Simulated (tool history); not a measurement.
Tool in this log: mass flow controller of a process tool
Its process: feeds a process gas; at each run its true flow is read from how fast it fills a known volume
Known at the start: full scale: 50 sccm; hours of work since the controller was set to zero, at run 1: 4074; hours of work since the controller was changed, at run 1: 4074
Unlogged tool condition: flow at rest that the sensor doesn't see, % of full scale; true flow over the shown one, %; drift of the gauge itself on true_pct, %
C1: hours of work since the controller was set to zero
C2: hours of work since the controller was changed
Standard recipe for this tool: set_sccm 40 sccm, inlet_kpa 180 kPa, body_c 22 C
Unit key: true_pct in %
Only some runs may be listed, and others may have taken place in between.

run 1 hour=0 | set_sccm=40 inlet_kpa=180 body_c=22 | C1=4074 C2=4074 | true_pct=99.41
run 2 hour=197.3 | set_sccm=40 inlet_kpa=180 body_c=35 | C1=4185 C2=4185 | true_pct=98.89
run 3 hour=384.2 | set_sccm=40 inlet_kpa=180 body_c=35 | C1=4290 C2=4290 | true_pct=98.85
run 4 hour=561 | set_sccm=19 inlet_kpa=180 body_c=22 | C1=4390 C2=4390 | true_pct=97.9
run 5 hour=708 | set_sccm=19 inlet_kpa=180 body_c=22 | C1=4473 C2=4473 | true_pct=97.88
run 6 hour=908.7 | set_sccm=40 inlet_kpa=180 body_c=22 | C1=4586 C2=4586 | true_pct=98.88
run 7 hour=1031.9 | set_sccm=40 inlet_kpa=180 body_c=22 | C1=4655 C2=4655 | true_pct=98.82
run 8 hour=1131.1 | set_sccm=40 inlet_kpa=180 body_c=22 | C1=4711 C2=4711 | true_pct=98.7
run 9 hour=1228.4 | set_sccm=40 inlet_kpa=180 body_c=22 | C1=4766 C2=4766 | true_pct=98.64
run 10 hour=1434.8 | set_sccm=40 inlet_kpa=180 body_c=22 | C1=4882 C2=4882 | true_pct=98.61
run 11 hour=1578.5 | set_sccm=40 inlet_kpa=180 body_c=22 | C1=4963 C2=4963 | true_pct=98.49
run 12 hour=1680.6 | set_sccm=40 inlet_kpa=144 body_c=22 | C1=5020 C2=5020 | true_pct=98.08
run 13 hour=1785.7 | set_sccm=40 inlet_kpa=180 body_c=22 | C1=5079 C2=5079 | true_pct=98.34
run 14 hour=1930.3 | set_sccm=40 inlet_kpa=180 body_c=22 | C1=5161 C2=5161 | true_pct=98.34
run 15 hour=2077.5 | set_sccm=40 inlet_kpa=180 body_c=22 | C1=5243 C2=5243 | true_pct=98.19
run 16 hour=2252.2 | set_sccm=40 inlet_kpa=180 body_c=22 | C1=5342 C2=5342 | true_pct=98.03
run 17 hour=2457.4 | set_sccm=40 inlet_kpa=180 body_c=22 | C1=5457 C2=5457 | true_pct=97.99
run 18 hour=2579.3 | set_sccm=9 inlet_kpa=180 body_c=22 | C1=5526 C2=5526 | true_pct=96.09
run 19 hour=2702.1 | set_sccm=9 inlet_kpa=180 body_c=25 | C1=5595 C2=5595 | true_pct=95.98
run 20 hour=2901.1 | set_sccm=9 inlet_kpa=180 body_c=25 | C1=5707 C2=5707 | true_pct=95.88
run 21 hour=3104.6 | set_sccm=9 inlet_kpa=180 body_c=25 | C1=5821 C2=5821 | true_pct=95.7
run 22 hour=3302.1 | set_sccm=35 inlet_kpa=180 body_c=22 | C1=5933 C2=5933 | true_pct=97.24
run 23 hour=3470.9 | set_sccm=35 inlet_kpa=180 body_c=22 | C1=6028 C2=6028 | true_pct=97.09
run 24 hour=3650.1 | set_sccm=35 inlet_kpa=180 body_c=31 | C1=6128 C2=6128 | true_pct=96.72
run 25 hour=3846.8 | set_sccm=23 inlet_kpa=266 body_c=31 | C1=6239 C2=6239 | true_pct=96.57
run 26 hour=3971.4 | set_sccm=40 inlet_kpa=186 body_c=26 | C1=6309 C2=6309 | true_pct=96.86
-- hour=4156.3 gauge calibrated
run 27 hour=4163.8 | set_sccm=27 inlet_kpa=261 body_c=34 | C1=6417 C2=6417 | true_pct=98.84
run 28 hour=4266.2 | set_sccm=27 inlet_kpa=261 body_c=34 | C1=6475 C2=6475 | true_pct=98.75
run 29 hour=4356.8 | set_sccm=40 inlet_kpa=194 body_c=33 | C1=6526 C2=6526 | true_pct=99.04
run 30 hour=4455.2 | set_sccm=15 inlet_kpa=166 body_c=25 | C1=6581 C2=6581 | true_pct=97.59

Forecast run 31:
run 31 hour=4619.6 | set_sccm=45 inlet_kpa=162 body_c=35 | C1=6674 C2=6674 | true_pct=?

{"run 31": {"true_pct": 98.93}}
If the tool had no hidden condition, the same run with the same run-to-run variation would have returned true_pct 99.22 %.

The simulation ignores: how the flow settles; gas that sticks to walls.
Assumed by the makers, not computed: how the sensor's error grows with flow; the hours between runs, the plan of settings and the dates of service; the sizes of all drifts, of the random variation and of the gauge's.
